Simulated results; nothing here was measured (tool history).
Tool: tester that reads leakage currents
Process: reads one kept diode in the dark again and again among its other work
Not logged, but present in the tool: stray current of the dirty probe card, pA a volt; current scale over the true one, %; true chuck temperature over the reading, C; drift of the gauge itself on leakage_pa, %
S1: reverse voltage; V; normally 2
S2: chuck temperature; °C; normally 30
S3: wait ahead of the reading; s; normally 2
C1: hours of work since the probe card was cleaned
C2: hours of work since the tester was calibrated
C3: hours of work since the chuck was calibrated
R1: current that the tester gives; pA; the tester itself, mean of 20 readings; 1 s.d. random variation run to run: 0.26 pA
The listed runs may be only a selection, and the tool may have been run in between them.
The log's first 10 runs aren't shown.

{"run": 11, "hour": 288.1, "S1": 2, "S2": 30, "S3": 7.2, "C1": 943, "C2": 413, "C3": 1420, "R1": 74.13}
{"run": 12, "hour": 322.3, "S1": 2, "S2": 30, "S3": 2, "C1": 960, "C2": 430, "C3": 1437, "R1": 73.84}
{"run": 13, "hour": 358.6, "S1": 2, "S2": 30, "S3": 2, "C1": 978, "C2": 448, "C3": 1455, "R1": 73.83}
{"run": 14, "hour": 377.4, "S1": 2, "S2": 30, "S3": 2, "C1": 987, "C2": 457, "C3": 1465, "R1": 73.83}
{"run": 15, "hour": 411.7, "S1": 2, "S2": 30, "S3": 0.49, "C1": 1005, "C2": 474, "C3": 1482, "R1": 74.02}
{"run": 16, "hour": 447.1, "S1": 2, "S2": 30, "S3": 0.49, "C1": 1022, "C2": 492, "C3": 1499, "R1": 73.7}
{"run": 17, "hour": 480.6, "S1": 2, "S2": 30, "S3": 2, "C1": 1039, "C2": 508, "C3": 1516, "R1": 73.5}
{"run": 18, "hour": 498.7, "S1": 2, "S2": 30, "S3": 2, "C1": 1048, "C2": 517, "C3": 1525, "R1": 73.29}
{"run": 19, "hour": 536.7, "S1": 2, "S2": 30, "S3": 2, "C1": 1067, "C2": 536, "C3": 1544, "R1": 73.19}

Run 20 comes next. What will it give?
{"run": 20, "hour": 558.8, "S1": 2, "S2": 30, "S3": 2, "C1": 1078, "C2": 547, "C3": 1555, "R1": "?"}

Run 20 came out at R1 73.28 pA.
Minus the tool's unlogged condition, the same run would have read R1 86.53 pA.

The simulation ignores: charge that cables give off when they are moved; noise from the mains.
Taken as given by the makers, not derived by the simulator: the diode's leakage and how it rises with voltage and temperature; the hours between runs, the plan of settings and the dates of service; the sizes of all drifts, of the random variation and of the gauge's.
